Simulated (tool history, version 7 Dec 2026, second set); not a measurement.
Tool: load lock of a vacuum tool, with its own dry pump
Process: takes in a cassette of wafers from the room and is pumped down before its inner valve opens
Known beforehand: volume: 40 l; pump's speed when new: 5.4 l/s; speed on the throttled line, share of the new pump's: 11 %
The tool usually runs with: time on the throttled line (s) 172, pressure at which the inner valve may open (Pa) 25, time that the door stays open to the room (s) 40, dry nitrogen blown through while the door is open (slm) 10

run	day	time on the throttled line (s)	pressure at which the inner valve may open (Pa)	time that the door stays open to the room (s)	dry nitrogen blown through while the door is open (slm)	incoming humidity of the room's air, %	time from the closed door until the inner valve may open (s)	rise of the pressure with all valves shut (Pa/min)
1	0	172	25	40	10	42.7	220.7	0.167
2	10.367	172	25	55	10	43.3	218.9	0.189
3	18.371	172	25	40	10	48.3	221.6	0.179
4	27.821	172	25	40	10	48.4	223.6	0.184
5	36.275	172	25	40	10	45.5	221.1	0.174
6	42.446	172	25	40	10	43.1	221.3	0.181
7	49.238	172	25	40	10	44.4	222.4	0.183
8	55.346	172	25	40	10	45.3	224.2	0.193
9	66.533	172	25	40	10	46.2	222.4	0.196
10	72.55	172	25	40	10	46.8	222.4	0.198
11	84.033	225	25	40	10	43.6	268.6	0.197
12	93.838	225	25	40	10	46.9	268.1	0.211
13	103.604	225	25	40	10	45.6	269.7	0.209
14	111.288	172	25	28	10	41.8	222.9	0.199
15	121.592	172	25	28	10	46.7	220.9	0.207
# day 125.758: dry pump taken out, an overhauled one fitted
16	131.796	172	25	40	15	45.2	215.1	0.216
17	138.612	172	25	40	15	45.5	217.3	0.22
18	145.721	172	25	40	15	41.8	215	0.228
19	155.179	172	25	40	15	41.7	217	0.233
20	165.288	172	25	53	15	46.5	216.9	0.246
21	170.079	172	25	53	15	41.8	215.9	0.245
22	177.346	258	34	161	13	42.6	292.2	0.304
23	184.067	172	25	40	27	46.8	216.1	0.237
24	192.692	234	49	171	15	45	267.3	0.318
25	197.8	129	19	40	10	47.1	181.1	0.258
26	203.946	225	36	25	5	43.7	258.6	0.256
27	212.792	112	22	40	21	47.1	164.5	0.251
28	223.025	112	22	40	21	47	165.9	0.266
29	229.938	112	22	40	21	45.1	164.8	0.273
30	238.525	112	22	86	21	46	164.8	0.293
31	244.762	112	22	86	21	45.7	165.3	0.296
32	256.212	112	25	86	26	46.2	164.5	0.307
33	266.579	140	25	92	26	43.6	188.1	0.311
34	272.229	141	25	61	26	42.8	190.2	0.306
35	283.588	141	46	42	8	47.7	186.5	0.316
36	291.254	141	46	42	8	45.3	185.7	0.311

Each row is a separate what-if for the run after 36, all from the same tool condition, not one after another. Results?
A	299.788	172	24	56	22	46.3	?	?
B	299.788	141	22	42	14	48.2	?	?
C	299.788	141	46	42	10	43.8	?	?
D	299.788	178	39	72	10	44.3	?	?
E	299.788	243	25	41	10	44.8	?	?

run	time from the closed door until the inner valve may open (s)	rise of the pressure with all valves shut (Pa/min)
A	219.2	0.324
B	191.3	0.319
C	187	0.327
D	220.8	0.345
E	284	0.316
Had the tool no hidden state, the same runs would have come out as:
run	time from the closed door until the inner valve may open (s)	rise of the pressure with all valves shut (Pa/min)
A	216.7	0.051
B	188.5	0.045
C	184.6	0.051
D	218.5	0.071
E	281.9	0.044

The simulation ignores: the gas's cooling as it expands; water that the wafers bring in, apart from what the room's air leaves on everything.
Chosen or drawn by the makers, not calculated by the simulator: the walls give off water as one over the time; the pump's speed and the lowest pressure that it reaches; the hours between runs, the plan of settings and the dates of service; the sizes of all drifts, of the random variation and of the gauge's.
